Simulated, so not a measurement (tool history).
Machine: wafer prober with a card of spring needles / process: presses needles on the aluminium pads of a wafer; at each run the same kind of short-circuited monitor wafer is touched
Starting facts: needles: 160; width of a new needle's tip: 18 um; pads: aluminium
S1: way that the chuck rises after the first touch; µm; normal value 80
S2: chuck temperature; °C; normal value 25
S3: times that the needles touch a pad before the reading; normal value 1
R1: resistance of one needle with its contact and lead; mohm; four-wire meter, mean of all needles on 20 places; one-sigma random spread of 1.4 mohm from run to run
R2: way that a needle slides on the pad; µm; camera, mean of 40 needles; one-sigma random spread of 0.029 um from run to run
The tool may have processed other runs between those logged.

Run 1, hour 0: usual settings. Result: R1 144 mohm, R2 15.9 µm.
At hour 13.5: tips cleaned on abrasive film.
At hour 26.9: tips cleaned on abrasive film.
At hour 40.4: tips cleaned on abrasive film.
At hour 53.8: tips cleaned on abrasive film.
Run 2, hour 54.8: usual settings. Result: R1 143 mohm, R2 15.91 µm.
At hour 68.3: tips cleaned on abrasive film.
At hour 81.7: tips cleaned on abrasive film.
At hour 95.2: tips cleaned on abrasive film.
At hour 108.6: tips cleaned on abrasive film.
At hour 125.4: tips cleaned on abrasive film.
Run 3, hour 135.1: usual settings. Result: R1 189 mohm, R2 15.81 µm.
At hour 141.9: tips cleaned on abrasive film.
At hour 155.4: tips cleaned on abrasive film.
At hour 172.2: tips cleaned on abrasive film.
At hour 189: tips cleaned on abrasive film.
At hour 205.7: tips cleaned on abrasive film.
Run 4, hour 219.1: usual settings. Result: R1 199 mohm, R2 15.76 µm.
At hour 222.5: tips cleaned on abrasive film.
At hour 236: tips cleaned on abrasive film.
At hour 252.8: tips cleaned on abrasive film.
At hour 269.6: tips cleaned on abrasive film.
At hour 286.4: tips cleaned on abrasive film.
At hour 303.2: tips cleaned on abrasive film.
Run 5, hour 308.7: usual settings. Result: R1 165 mohm, R2 15.69 µm.
At hour 318.8: tips cleaned on abrasive film.
At hour 325.8: height of the first contact set anew.
At hour 335.9: tips cleaned on abrasive film.
At hour 349.4: tips cleaned on abrasive film.
At hour 366.2: tips cleaned on abrasive film.
At hour 379.6: tips cleaned on abrasive film.
At hour 393.5: tips cleaned on abrasive film.
Run 6, hour 393.5: usual settings but S3 3. Result: R1 130 mohm, R2 15.48 µm.
At hour 410.3: tips cleaned on abrasive film.
At hour 427.1: tips cleaned on abrasive film.
At hour 443.9: tips cleaned on abrasive film.
Run 7, hour 453.9: usual settings but S1 83 µm. Result: R1 184 mohm, R2 16.08 µm.
At hour 457.4: tips cleaned on abrasive film.
At hour 471: height of the first contact set anew, once more.
At hour 471.1: tips cleaned on abrasive film.
At hour 487.9: tips cleaned on abrasive film.
Run 8, hour 497.4: usual settings but S1 79 µm. Result: R1 182 mohm, R2 15.92 µm.
At hour 504.2: tips cleaned on abrasive film.
At hour 517.6: tips cleaned on abrasive film.
At hour 531.1: tips cleaned on abrasive film.
At hour 544.5: tips cleaned on abrasive film.
At hour 558: tips cleaned on abrasive film.
At hour 574.8: tips cleaned on abrasive film.
At hour 589.1: tips cleaned on abrasive film.
Run 9, hour 589.1: usual settings but S1 79 µm. Result: R1 137 mohm, R2 15.85 µm.
At hour 602.6: tips cleaned on abrasive film.
At hour 619.4: tips cleaned on abrasive film.
At hour 636.1: tips cleaned on abrasive film.
At hour 649.6: tips cleaned on abrasive film.
Run 10, hour 658: usual settings but S1 79 µm. Result: R1 175 mohm, R2 15.75 µm.
At hour 664.8: tips cleaned on abrasive film.
At hour 681.6: tips cleaned on abrasive film.
At hour 695: tips cleaned on abrasive film.
At hour 711.8: tips cleaned on abrasive film.
At hour 725.3: tips cleaned on abrasive film.
At hour 738.7: tips cleaned on abrasive film.
Run 11, hour 742.6: usual settings but S1 79 µm. Result: R1 162 mohm, R2 15.69 µm.
At hour 752.7: tips cleaned on abrasive film.
At hour 769.5: tips cleaned on abrasive film.
At hour 786.3: tips cleaned on abrasive film.
At hour 803.1: tips cleaned on abrasive film.
At hour 816.5: tips cleaned on abrasive film.
At hour 833.3: tips cleaned on abrasive film.
Run 12, hour 833.7: usual settings but S1 73 µm, S2 34 °C, S3 2. Result: R1 141 mohm, R2 14.44 µm.
At hour 847.1: tips cleaned on abrasive film.
At hour 860.6: tips cleaned on abrasive film.
At hour 874: tips cleaned on abrasive film.
Run 13, hour 883.8: usual settings but S1 65 µm, S2 61 °C, S3 3. Result: R1 168 mohm, R2 12.79 µm.
At hour 890.6: tips cleaned on abrasive film.
At hour 904: tips cleaned on abrasive film.
At hour 920.8: tips cleaned on abrasive film.
At hour 937.6: tips cleaned on abrasive film.
At hour 954.4: tips cleaned on abrasive film.
Run 14, hour 966.7: usual settings but S1 65 µm, S2 61 °C, S3 3. Result: R1 177 mohm, R2 12.7 µm.
At hour 970.1: tips cleaned on abrasive film.
At hour 983.6: tips cleaned on abrasive film.
At hour 997: tips cleaned on abrasive film.
At hour 1013.8: tips cleaned on abrasive film.
At hour 1017.5: height of the first contact set anew.
At hour 1030.5: tips cleaned on abrasive film.
Run 15, hour 1030.5: usual settings but S1 77 µm, S2 94 °C, S3 2. Result: R1 147 mohm, R2 15.53 µm.
At hour 1047.3: tips cleaned on abrasive film.
At hour 1060.7: tips cleaned on abrasive film.
At hour 1074.2: tips cleaned on abrasive film.
Run 16, hour 1076.9: usual settings but S1 77 µm, S2 30 °C, S3 2. Result: R1 145 mohm, R2 15.44 µm.
At hour 1090.4: tips cleaned on abrasive film.
At hour 1103.8: tips cleaned on abrasive film.
At hour 1117.3: tips cleaned on abrasive film.
At hour 1132.4: tips cleaned on abrasive film.
Run 17, hour 1132.4: usual settings but S1 83 µm, S2 115 °C, S3 2. Result: R1 146 mohm, R2 16.6 µm.
At hour 1149.2: tips cleaned on abrasive film.
At hour 1162.6: tips cleaned on abrasive film.
At hour 1179.3: tips cleaned on abrasive film.
Run 18, hour 1179.3: usual settings but S1 70 µm. Result: R1 144 mohm, R2 13.94 µm.

Predict the results of run 19:
At hour 1192.8: tips cleaned on abrasive film.
At hour 1206.2: tips cleaned on abrasive film.
Run 19, hour 1218.2: usual settings but S1 98 µm, S2 77 °C. Result: R1 ?, R2 ?.

For run 19 the tool returned R1 178 mohm, R2 19.56 µm.
Had the tool carried no hidden state, the very same run would have given R1 131 mohm, R2 19.73 µm.
